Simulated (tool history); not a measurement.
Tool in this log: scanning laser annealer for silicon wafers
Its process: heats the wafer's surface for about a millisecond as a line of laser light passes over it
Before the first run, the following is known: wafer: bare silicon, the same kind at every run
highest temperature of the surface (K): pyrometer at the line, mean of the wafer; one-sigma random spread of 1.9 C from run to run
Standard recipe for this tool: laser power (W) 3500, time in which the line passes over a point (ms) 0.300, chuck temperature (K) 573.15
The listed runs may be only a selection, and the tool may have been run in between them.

run     day  laser power (W)  time in which the line passes over a point (ms)  chuck temperature (K)  highest temperature of the surface (K)
  1   0.000             3500                                            0.300                 573.15                                 1368.15
  2   0.500             3500                                            0.288                 573.15                                 1349.15
  3   0.946             3500                                            0.300                 573.15                                 1369.15
  4   1.617             3500                                            0.300                 573.15                                 1368.15
  5   2.067             3500                                            0.300                 589.15                                 1384.15
  6   2.408             3500                                            0.300                 589.15                                 1383.15
  7   2.750             3500                                            0.300                 573.15                                 1367.15
  8   3.433             3500                                            0.300                 573.15                                 1365.15
  9   3.729             3500                                            0.300                 573.15                                 1364.15
 10   4.346             3500                                            0.300                 573.15                                 1361.15
 11   4.825             3500                                            0.300                 594.15                                 1384.15
 12   5.188             3279                                            0.300                 594.15                                 1330.15
 13   5.862             3279                                            0.300                 594.15                                 1326.15
 14   6.579             3500                                            0.300                 573.15                                 1361.15
 15   7.142             3500                                            0.300                 573.15                                 1364.15
 16   7.596             3500                                            0.300                 573.15                                 1353.15
 17   8.004             3500                                            0.234                 573.15                                 1258.15
 18   8.708             3500                                            0.300                 573.15                                 1360.15
 19   9.196             3500                                            0.300                 573.15                                 1357.15
 20   9.642             3500                                            0.300                 573.15                                 1355.15
 21  10.296             3500                                            0.300                 573.15                                 1356.15
 22  10.692             3369                                            0.312                 599.15                                 1367.15
 23  11.175             3271                                            0.312                 585.15                                 1328.15
 24  11.596             3394                                            0.254                 585.15                                 1273.15
 25  12.000             3500                                            0.375                 535.15                                 1423.15
     12.629  -- window over the wafer cleaned
 26  12.675             3569                                            0.238                 563.15                                 1314.15

Run 27, settings as shown, results not yet in. Your forecast:
 27  13.183             3569                                            0.238                 563.15                                       ?

For run 27 the tool returned highest temperature of the surface (K) 1315.15.
Were there no unlogged condition in the tool, this run, its random variation unchanged, would have produced highest temperature of the surface (K) 1322.15.
